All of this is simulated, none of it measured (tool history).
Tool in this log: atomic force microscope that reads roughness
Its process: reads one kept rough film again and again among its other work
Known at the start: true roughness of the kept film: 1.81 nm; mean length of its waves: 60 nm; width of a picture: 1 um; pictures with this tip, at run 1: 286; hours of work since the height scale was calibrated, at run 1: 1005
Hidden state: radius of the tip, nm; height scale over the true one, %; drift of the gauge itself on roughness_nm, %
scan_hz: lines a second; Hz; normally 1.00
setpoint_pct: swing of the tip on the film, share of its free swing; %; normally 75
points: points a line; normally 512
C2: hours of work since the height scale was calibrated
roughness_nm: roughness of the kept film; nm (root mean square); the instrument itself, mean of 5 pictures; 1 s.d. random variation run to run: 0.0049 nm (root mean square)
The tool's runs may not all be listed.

{"run": 1, "hour": 0.0, "scan_hz": 1.0, "setpoint_pct": 75, "points": 512, "pictures with this tip": 286, "C2": 1005, "roughness_nm": 1.577}
{"hour": 13.5, "done": "new tip fitted"}
{"hour": 14.5, "done": "height scale calibrated on a step standard"}
{"run": 2, "hour": 32.1, "scan_hz": 1.0, "setpoint_pct": 75, "points": 512, "pictures with this tip": 19, "C2": 10, "roughness_nm": 1.603}
{"run": 3, "hour": 72.2, "scan_hz": 1.0, "setpoint_pct": 61, "points": 512, "pictures with this tip": 64, "C2": 34, "roughness_nm": 1.667}
{"run": 4, "hour": 116.9, "scan_hz": 1.0, "setpoint_pct": 61, "points": 512, "pictures with this tip": 114, "C2": 60, "roughness_nm": 1.66}
{"run": 5, "hour": 144.7, "scan_hz": 1.0, "setpoint_pct": 59, "points": 512, "pictures with this tip": 144, "C2": 76, "roughness_nm": 1.668}
{"run": 6, "hour": 185.3, "scan_hz": 1.0, "setpoint_pct": 75, "points": 512, "pictures with this tip": 189, "C2": 100, "roughness_nm": 1.569}
{"hour": 192.1, "done": "height scale calibrated on a step standard, once more"}
{"run": 7, "hour": 212.3, "scan_hz": 1.0, "setpoint_pct": 75, "points": 512, "pictures with this tip": 218, "C2": 12, "roughness_nm": 1.6}
{"run": 8, "hour": 248.8, "scan_hz": 1.0, "setpoint_pct": 75, "points": 512, "pictures with this tip": 259, "C2": 33, "roughness_nm": 1.591}
{"hour": 286.6, "done": "new tip fitted"}
{"run": 9, "hour": 287.1, "scan_hz": 1.0, "setpoint_pct": 75, "points": 512, "pictures with this tip": 1, "C2": 55, "roughness_nm": 1.629}
{"run": 10, "hour": 325.5, "scan_hz": 1.0, "setpoint_pct": 75, "points": 512, "pictures with this tip": 43, "C2": 77, "roughness_nm": 1.616}
{"run": 11, "hour": 361.1, "scan_hz": 1.0, "setpoint_pct": 75, "points": 512, "pictures with this tip": 83, "C2": 98, "roughness_nm": 1.625}
{"run": 12, "hour": 380.2, "scan_hz": 1.0, "setpoint_pct": 75, "points": 512, "pictures with this tip": 104, "C2": 109, "roughness_nm": 1.616}
{"run": 13, "hour": 424.2, "scan_hz": 1.0, "setpoint_pct": 75, "points": 512, "pictures with this tip": 153, "C2": 135, "roughness_nm": 1.607}
{"run": 14, "hour": 460.5, "scan_hz": 1.0, "setpoint_pct": 75, "points": 812, "pictures with this tip": 193, "C2": 156, "roughness_nm": 1.604}
{"run": 15, "hour": 507.9, "scan_hz": 1.0, "setpoint_pct": 75, "points": 512, "pictures with this tip": 246, "C2": 184, "roughness_nm": 1.598}
{"run": 16, "hour": 541.4, "scan_hz": 1.0, "setpoint_pct": 75, "points": 512, "pictures with this tip": 283, "C2": 203, "roughness_nm": 1.584}
{"hour": 554.5, "done": "new tip fitted"}
{"run": 17, "hour": 566.2, "scan_hz": 1.0, "setpoint_pct": 75, "points": 512, "pictures with this tip": 13, "C2": 218, "roughness_nm": 1.628}
{"run": 18, "hour": 606.3, "scan_hz": 1.0, "setpoint_pct": 75, "points": 512, "pictures with this tip": 58, "C2": 241, "roughness_nm": 1.62}
{"run": 19, "hour": 639.9, "scan_hz": 1.0, "setpoint_pct": 75, "points": 512, "pictures with this tip": 95, "C2": 261, "roughness_nm": 1.622}
{"run": 20, "hour": 682.5, "scan_hz": 1.0, "setpoint_pct": 75, "points": 512, "pictures with this tip": 142, "C2": 285, "roughness_nm": 1.617}
{"run": 21, "hour": 707.9, "scan_hz": 0.97, "setpoint_pct": 75, "points": 512, "pictures with this tip": 170, "C2": 300, "roughness_nm": 1.608}
{"run": 22, "hour": 732.8, "scan_hz": 1.0, "setpoint_pct": 75, "points": 512, "pictures with this tip": 198, "C2": 315, "roughness_nm": 1.606}
{"run": 23, "hour": 766.2, "scan_hz": 1.0, "setpoint_pct": 57, "points": 501, "pictures with this tip": 235, "C2": 334, "roughness_nm": 1.679}
{"run": 24, "hour": 803.5, "scan_hz": 1.0, "setpoint_pct": 57, "points": 501, "pictures with this tip": 276, "C2": 356, "roughness_nm": 1.68}
{"hour": 824.2, "done": "new tip fitted"}
{"run": 25, "hour": 839.4, "scan_hz": 3.26, "setpoint_pct": 74, "points": 501, "pictures with this tip": 17, "C2": 377, "roughness_nm": 1.385}
{"run": 26, "hour": 884.9, "scan_hz": 3.26, "setpoint_pct": 74, "points": 501, "pictures with this tip": 67, "C2": 403, "roughness_nm": 1.378}
{"run": 27, "hour": 928.8, "scan_hz": 3.26, "setpoint_pct": 74, "points": 501, "pictures with this tip": 116, "C2": 429, "roughness_nm": 1.376}
{"run": 28, "hour": 956.6, "scan_hz": 1.0, "setpoint_pct": 82, "points": 485, "pictures with this tip": 147, "C2": 445, "roughness_nm": 1.546}
{"run": 29, "hour": 983.3, "scan_hz": 1.0, "setpoint_pct": 82, "points": 485, "pictures with this tip": 177, "C2": 461, "roughness_nm": 1.54}
{"run": 30, "hour": 1007.7, "scan_hz": 1.03, "setpoint_pct": 71, "points": 512, "pictures with this tip": 204, "C2": 475, "roughness_nm": 1.622}
{"run": 31, "hour": 1039.8, "scan_hz": 1.03, "setpoint_pct": 71, "points": 512, "pictures with this tip": 239, "C2": 493, "roughness_nm": 1.608}
{"run": 32, "hour": 1078.9, "scan_hz": 1.03, "setpoint_pct": 71, "points": 512, "pictures with this tip": 283, "C2": 516, "roughness_nm": 1.613}
{"hour": 1093.7, "done": "new tip fitted"}
{"run": 33, "hour": 1125.4, "scan_hz": 1.03, "setpoint_pct": 71, "points": 512, "pictures with this tip": 35, "C2": 543, "roughness_nm": 1.634}
{"run": 34, "hour": 1163.4, "scan_hz": 1.03, "setpoint_pct": 71, "points": 512, "pictures with this tip": 77, "C2": 565, "roughness_nm": 1.637}
{"run": 35, "hour": 1196.8, "scan_hz": 1.03, "setpoint_pct": 59, "points": 512, "pictures with this tip": 114, "C2": 585, "roughness_nm": 1.685}
{"run": 36, "hour": 1243.9, "scan_hz": 0.61, "setpoint_pct": 72, "points": 634, "pictures with this tip": 166, "C2": 612, "roughness_nm": 1.654}
{"run": 37, "hour": 1268.5, "scan_hz": 0.61, "setpoint_pct": 72, "points": 634, "pictures with this tip": 194, "C2": 626, "roughness_nm": 1.654}
{"run": 38, "hour": 1311.6, "scan_hz": 1.19, "setpoint_pct": 75, "points": 512, "pictures with this tip": 241, "C2": 652, "roughness_nm": 1.563}
{"run": 39, "hour": 1341.7, "scan_hz": 1.41, "setpoint_pct": 75, "points": 757, "pictures with this tip": 275, "C2": 669, "roughness_nm": 1.527}
{"hour": 1365.9, "done": "new tip fitted"}
{"run": 40, "hour": 1386.6, "scan_hz": 1.28, "setpoint_pct": 75, "points": 512, "pictures with this tip": 23, "C2": 695, "roughness_nm": 1.584}
{"run": 41, "hour": 1407.2, "scan_hz": 1.28, "setpoint_pct": 75, "points": 512, "pictures with this tip": 46, "C2": 707, "roughness_nm": 1.572}
{"run": 42, "hour": 1426.4, "scan_hz": 1.0, "setpoint_pct": 90, "points": 587, "pictures with this tip": 67, "C2": 718, "roughness_nm": 1.473}
{"run": 43, "hour": 1470.0, "scan_hz": 1.85, "setpoint_pct": 65, "points": 512, "pictures with this tip": 116, "C2": 744, "roughness_nm": 1.593}
{"run": 44, "hour": 1491.1, "scan_hz": 0.93, "setpoint_pct": 65, "points": 463, "pictures with this tip": 139, "C2": 756, "roughness_nm": 1.661}

For some of the steps in roughness_nm from one run to the next: how much would appear even if the tool had no hidden state, given the settings, what came in and random variation, and how much remains for the hidden state plus any gauge scatter that the measured result and the result without hidden state don't share?
Run 8 -> 9: new tip fitted. roughness_nm +0.038 nm (root mean square): hidden state +0.040, all else -0.002.
Run 16 -> 17: new tip fitted. roughness_nm +0.044 nm (root mean square): hidden state +0.040, all else +0.004.
Run 24 -> 25: scan_hz 1.00 -> 3.26, setpoint_pct 57 -> 74, new tip fitted. roughness_nm -0.295 nm (root mean square): hidden state +0.043, all else -0.338.
Run 27 -> 28: scan_hz 3.26 -> 1.00, setpoint_pct 74 -> 82, points 501 -> 485. roughness_nm +0.170 nm (root mean square): hidden state -0.009, all else +0.179.
Run 42 -> 43: scan_hz 1.00 -> 1.85, setpoint_pct 90 -> 65, points 587 -> 512. roughness_nm +0.120 nm (root mean square): hidden state -0.011, all else +0.131.
